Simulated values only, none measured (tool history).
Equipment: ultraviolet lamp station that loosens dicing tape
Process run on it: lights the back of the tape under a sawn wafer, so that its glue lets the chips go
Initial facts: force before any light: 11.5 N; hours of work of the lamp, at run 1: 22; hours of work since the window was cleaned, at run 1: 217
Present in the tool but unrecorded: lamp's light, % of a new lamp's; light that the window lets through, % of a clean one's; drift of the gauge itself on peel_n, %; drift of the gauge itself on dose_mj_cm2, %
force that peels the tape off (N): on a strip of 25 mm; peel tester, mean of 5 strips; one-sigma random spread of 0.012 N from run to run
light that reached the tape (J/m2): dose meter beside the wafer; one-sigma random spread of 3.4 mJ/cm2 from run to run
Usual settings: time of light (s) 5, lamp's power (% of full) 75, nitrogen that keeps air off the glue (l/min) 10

run  hour  time of light (s)  lamp's power (% of full)  nitrogen that keeps air off the glue (l/min)  hours of work of the lamp  hours of work since the window was cleaned  force that peels the tape off (N)  light that reached the tape (J/m2)
  1   0.0                  5                        75                                            10                         22                                         217                              0.630                                4950
  2   4.3                  5                        75                                            17                         25                                         220                              0.471                                4870
  3  12.8                  5                        75                                            17                         30                                         226                              0.440                                4950
  4  18.0                  5                        75                                            17                         34                                         229                              0.450                                4930
  5  27.5                  5                        75                                            17                         40                                         235                              0.470                                4900
  6  33.8                  5                        75                                            10                         44                                         239                              0.614                                4890
  7  40.2                  5                        75                                            10                         48                                         244                              0.653                                4750
  8  48.5                  5                        75                                            10                         54                                         249                              0.669                                4770
  9  53.7                  9                        75                                            10                         57                                         253                              0.256                                8690
 10  62.5                  9                        75                                            10                         63                                         258                              0.256                                8530
 11  66.7                  5                        75                                            10                         66                                         261                              0.669                                4720
 12  76.1                  5                        61                                            14                         72                                         267                              0.858                                3840
 13  80.6                  4                        81                                             8                         75                                         270                              1.075                                4060
 14  86.9                  6                        63                                             8                         79                                         275                              0.785                                4790
 15  92.5                  6                        63                                             8                         83                                         278                              0.789                                4730

Here are 3 independent what-if runs from the current tool condition. What would each one return?
  A  99.1                  6                        63                                            16                         87                                         283                                  ?                                   ?
  B  99.1                  6                        97                                             8                         87                                         283                                  ?                                   ?
  C  99.1                  6                        95                                             8                         87                                         283                                  ?                                   ?

run  force that peels the tape off (N)  light that reached the tape (J/m2)
  A                              0.523                                4720
  B                              0.339                                7340
  C                              0.337                                7090
With the hidden condition removed and each run's random variation left untouched, the same runs would have given:
run  force that peels the tape off (N)  light that reached the tape (J/m2)
  A                              0.397                                5410
  B                              0.281                                8410
  C                              0.276                                8130
